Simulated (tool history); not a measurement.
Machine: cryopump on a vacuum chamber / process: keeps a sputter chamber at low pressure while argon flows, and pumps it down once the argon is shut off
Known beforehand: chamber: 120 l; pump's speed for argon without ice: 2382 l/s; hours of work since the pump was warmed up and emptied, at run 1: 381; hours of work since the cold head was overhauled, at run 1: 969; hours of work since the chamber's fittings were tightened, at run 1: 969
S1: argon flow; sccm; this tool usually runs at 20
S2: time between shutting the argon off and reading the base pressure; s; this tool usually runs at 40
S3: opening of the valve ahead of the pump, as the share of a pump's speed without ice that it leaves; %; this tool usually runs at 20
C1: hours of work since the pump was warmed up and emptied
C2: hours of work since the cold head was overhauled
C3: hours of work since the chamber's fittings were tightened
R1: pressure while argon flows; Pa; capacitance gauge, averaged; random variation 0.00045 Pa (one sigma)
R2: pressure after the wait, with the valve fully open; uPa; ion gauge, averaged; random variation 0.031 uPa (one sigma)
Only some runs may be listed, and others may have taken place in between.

run 1 hour=0 | S1=20 S2=40 S3=20 | C1=381 C2=969 C3=969 | R1=0.0735 R2=1.76
run 2 hour=24.9 | S1=20 S2=40 S3=20 | C1=402 C2=990 C3=990 | R1=0.074 R2=1.68
run 3 hour=37.5 | S1=20 S2=40 S3=20 | C1=412 C2=1001 C3=1001 | R1=0.0738 R2=1.72
run 4 hour=65.9 | S1=20 S2=40 S3=20 | C1=436 C2=1024 C3=1024 | R1=0.0733 R2=1.76
run 5 hour=82.3 | S1=20 S2=40 S3=20 | C1=449 C2=1038 C3=1038 | R1=0.0746 R2=1.76
run 6 hour=106.7 | S1=20 S2=40 S3=20 | C1=470 C2=1058 C3=1058 | R1=0.0741 R2=1.79
run 7 hour=131.4 | S1=20 S2=40 S3=20 | C1=490 C2=1078 C3=1078 | R1=0.0747 R2=1.81
run 8 hour=158.8 | S1=20 S2=40 S3=20 | C1=513 C2=1101 C3=1101 | R1=0.0753 R2=1.76
run 9 hour=172.8 | S1=20 S2=40 S3=20 | C1=524 C2=1113 C3=1113 | R1=0.0749 R2=1.81
run 10 hour=196.6 | S1=20 S2=138 S3=20 | C1=544 C2=1133 C3=1133 | R1=0.0753 R2=0.76
run 11 hour=219.6 | S1=20 S2=138 S3=20 | C1=563 C2=1152 C3=1152 | R1=0.0752 R2=0.7
-- hour=231 pump warmed up, emptied and cooled again
run 12 hour=240.4 | S1=20 S2=138 S3=20 | C1=8 C2=1165 C3=1165 | R1=0.0717 R2=0.69
run 13 hour=259.7 | S1=20 S2=138 S3=20 | C1=24 C2=1181 C3=1181 | R1=0.0713 R2=0.69
run 14 hour=281.9 | S1=20 S2=138 S3=20 | C1=42 C2=1199 C3=1199 | R1=0.0717 R2=0.67
run 15 hour=306.5 | S1=20 S2=80 S3=20 | C1=63 C2=1220 C3=1220 | R1=0.071 R2=0.96
run 16 hour=328.1 | S1=20 S2=80 S3=20 | C1=81 C2=1238 C3=1238 | R1=0.0732 R2=0.96
run 17 hour=355.9 | S1=20 S2=80 S3=20 | C1=104 C2=1261 C3=1261 | R1=0.0709 R2=1
run 18 hour=374.3 | S1=20 S2=80 S3=20 | C1=119 C2=1276 C3=1276 | R1=0.0724 R2=1.04
run 19 hour=393.5 | S1=13 S2=244 S3=40 | C1=135 C2=1292 C3=1292 | R1=0.0239 R2=0.53
run 20 hour=422.5 | S1=13 S2=244 S3=40 | C1=159 C2=1316 C3=1316 | R1=0.0238 R2=0.56

Run 21, settings as shown, results not yet in. Your forecast:
run 21 hour=451.7 | S1=25 S2=244 S3=19 | C1=183 C2=1340 C3=1340 | R1=? R2=?

Run 21 measured R1 0.095 Pa, R2 0.57 uPa.
With the hidden condition absent and the run-to-run variation left alone, this run would have shown R1 0.0932 Pa, R2 0.41 uPa.

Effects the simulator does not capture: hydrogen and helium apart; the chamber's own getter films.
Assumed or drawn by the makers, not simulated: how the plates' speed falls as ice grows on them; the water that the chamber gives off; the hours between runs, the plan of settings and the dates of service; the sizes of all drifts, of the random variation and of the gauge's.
